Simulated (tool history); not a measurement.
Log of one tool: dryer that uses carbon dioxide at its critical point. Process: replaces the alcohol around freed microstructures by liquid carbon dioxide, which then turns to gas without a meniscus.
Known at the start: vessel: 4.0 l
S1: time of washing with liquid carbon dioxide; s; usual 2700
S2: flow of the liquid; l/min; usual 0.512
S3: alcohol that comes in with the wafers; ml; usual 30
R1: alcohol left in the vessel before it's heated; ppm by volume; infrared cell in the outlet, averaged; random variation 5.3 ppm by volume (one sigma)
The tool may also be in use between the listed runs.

{"run": 1, "hour": 0.0, "S1": 2700, "S2": 0.512, "S3": 30, "R1": 239}
{"run": 2, "hour": 27.2, "S1": 2700, "S2": 0.512, "S3": 30, "R1": 258}
{"run": 3, "hour": 47.8, "S1": 2700, "S2": 0.442, "S3": 30, "R1": 351}
{"run": 4, "hour": 70.4, "S1": 2700, "S2": 0.442, "S3": 30, "R1": 365}
{"run": 5, "hour": 93.2, "S1": 2700, "S2": 0.442, "S3": 30, "R1": 356}
{"run": 6, "hour": 116.1, "S1": 2700, "S2": 0.442, "S3": 30, "R1": 369}
{"run": 7, "hour": 137.2, "S1": 2700, "S2": 0.512, "S3": 65, "R1": 447}
{"run": 8, "hour": 164.9, "S1": 2700, "S2": 0.512, "S3": 30, "R1": 276}
{"hour": 191.8, "done": "inlet filter changed"}
{"run": 9, "hour": 191.8, "S1": 2700, "S2": 0.512, "S3": 30, "R1": 252}
{"run": 10, "hour": 212.1, "S1": 2700, "S2": 0.448, "S3": 30, "R1": 338}
{"run": 11, "hour": 232.1, "S1": 2700, "S2": 0.531, "S3": 51, "R1": 300}
{"run": 12, "hour": 255.9, "S1": 2700, "S2": 0.531, "S3": 51, "R1": 308}
{"run": 13, "hour": 268.4, "S1": 2460, "S2": 0.315, "S3": 66, "R1": 1775}
{"run": 14, "hour": 284.9, "S1": 3060, "S2": 0.601, "S3": 33, "R1": 171}
{"run": 15, "hour": 299.1, "S1": 3060, "S2": 0.601, "S3": 33, "R1": 177}
{"run": 16, "hour": 321.7, "S1": 2220, "S2": 0.601, "S3": 103, "R1": 626}
{"run": 17, "hour": 344.5, "S1": 2220, "S2": 0.433, "S3": 35, "R1": 650}
{"run": 18, "hour": 367.3, "S1": 2220, "S2": 0.433, "S3": 35, "R1": 633}

Forecast each of these 3 alternatives for the next run:
{"run": "A", "hour": 391.4, "S1": 2220, "S2": 0.519, "S3": 35, "R1": "?"}
{"run": "B", "hour": 391.4, "S1": 2400, "S2": 0.474, "S3": 39, "R1": "?"}
{"run": "C", "hour": 391.4, "S1": 2700, "S2": 0.495, "S3": 21, "R1": "?"}

run=A R1=437
run=B R1=483
run=C R1=251
Without the tool's hidden state the same runs would have given:
run=A R1=266
run=B R1=313
run=C R1=87

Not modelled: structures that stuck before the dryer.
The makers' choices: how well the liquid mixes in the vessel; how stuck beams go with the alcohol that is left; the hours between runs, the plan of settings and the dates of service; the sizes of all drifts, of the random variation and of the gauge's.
